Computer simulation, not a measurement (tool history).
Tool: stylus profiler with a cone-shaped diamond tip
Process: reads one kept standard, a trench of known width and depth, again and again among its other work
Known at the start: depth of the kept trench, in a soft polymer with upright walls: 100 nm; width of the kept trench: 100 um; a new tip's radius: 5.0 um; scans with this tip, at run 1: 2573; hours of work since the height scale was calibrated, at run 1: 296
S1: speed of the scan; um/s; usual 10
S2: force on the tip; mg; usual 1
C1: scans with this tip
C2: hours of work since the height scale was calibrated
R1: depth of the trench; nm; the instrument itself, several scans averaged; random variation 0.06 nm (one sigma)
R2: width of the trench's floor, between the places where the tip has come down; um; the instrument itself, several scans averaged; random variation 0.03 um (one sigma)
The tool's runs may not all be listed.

run	hour	S1	S2	C1	C2	R1	R2
1	0	10	1	2573	296	100.51	97.78
2	8	10	1	2608	300	100.57	97.79
3	16.8	10	1	2646	305	100.65	97.76
4	31.9	10	1	2711	312	100.51	97.76
5	49.5	10	1	2787	321	100.55	97.79
6	68.9	10	1	2871	331	100.51	97.75
7	86.3	10	1	2946	339	100.51	97.73
8	96.1	14	1	2989	344	100.51	97.78
9	111.7	14	1	3056	352	100.47	97.74
# hour 114: height scale calibrated on a step standard
10	124.3	3	0.57	3108	5	100.19	97.78
11	133.5	7	0.9	3148	10	100.49	97.75
# hour 142.5: height scale calibrated on a step standard, once more
12	145.8	10	0.46	3199	2	100.37	97.65
13	159.5	10	0.46	3258	8	100.31	97.69

Forecast each of these 4 alternatives for the next run:
A	174.3	13	1	3322	16	?	?
B	174.3	11	0.34	3322	16	?	?
C	174.3	10	2.71	3322	16	?	?
D	174.3	3	1.12	3322	16	?	?

run	R1	R2
A	100.52	97.67
B	100.33	97.69
C	101.13	97.7
D	100.76	97.69
Without the tool's hidden state the same runs would have given:
run	R1	R2
A	100.54	97.95
B	100.35	97.98
C	101.16	97.98
D	100.78	97.97

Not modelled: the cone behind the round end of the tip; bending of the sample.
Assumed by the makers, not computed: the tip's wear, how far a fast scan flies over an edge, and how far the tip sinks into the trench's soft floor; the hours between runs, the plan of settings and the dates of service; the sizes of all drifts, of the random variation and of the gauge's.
